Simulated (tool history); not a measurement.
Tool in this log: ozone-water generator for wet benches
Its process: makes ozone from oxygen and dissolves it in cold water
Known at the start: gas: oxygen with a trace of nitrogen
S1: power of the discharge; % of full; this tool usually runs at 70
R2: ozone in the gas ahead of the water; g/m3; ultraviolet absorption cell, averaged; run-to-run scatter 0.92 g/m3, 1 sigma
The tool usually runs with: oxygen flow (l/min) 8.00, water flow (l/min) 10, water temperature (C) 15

Run 1, hour 0.0: usual settings. Result: dissolved ozone (ppm) 27.9, R2 154.6 g/m3.
Run 2, hour 24.9: usual settings. Result: dissolved ozone (ppm) 28.3, R2 152.8 g/m3.
Run 3, hour 45.9: usual settings. Result: dissolved ozone (ppm) 28.2, R2 154.1 g/m3.
Run 4, hour 70.6: usual settings. Result: dissolved ozone (ppm) 28.3, R2 153.0 g/m3.
Run 5, hour 94.7: usual settings. Result: dissolved ozone (ppm) 28.2, R2 153.7 g/m3.
Run 6, hour 112.8: usual settings but S1 42 % of full. Result: dissolved ozone (ppm) 18.5, R2 100.2 g/m3.
Run 7, hour 132.4: usual settings but oxygen flow (l/min) 4.04, water flow (l/min) 14. Result: dissolved ozone (ppm) 20.2, R2 197.0 g/m3.
Run 8, hour 161.2: usual settings but S1 84 % of full, water temperature (C) 13. Result: dissolved ozone (ppm) 34.0, R2 178.8 g/m3.
Run 9, hour 184.4: usual settings but S1 84 % of full, oxygen flow (l/min) 11.19, water temperature (C) 8. Result: dissolved ozone (ppm) 37.3, R2 158.9 g/m3.

Forecast run 10:
Run 10, hour 214.0: usual settings but S1 84 % of full, oxygen flow (l/min) 11.19, water temperature (C) 8. Result: dissolved ozone (ppm) ?, R2 ?.

{"run 10": {"dissolved ozone (ppm)": 37.3, "R2": 158.3}}
Were there no unlogged condition in the tool, this run, its random variation unchanged, would have produced dissolved ozone (ppm) 39.9, R2 161.2 g/m3.

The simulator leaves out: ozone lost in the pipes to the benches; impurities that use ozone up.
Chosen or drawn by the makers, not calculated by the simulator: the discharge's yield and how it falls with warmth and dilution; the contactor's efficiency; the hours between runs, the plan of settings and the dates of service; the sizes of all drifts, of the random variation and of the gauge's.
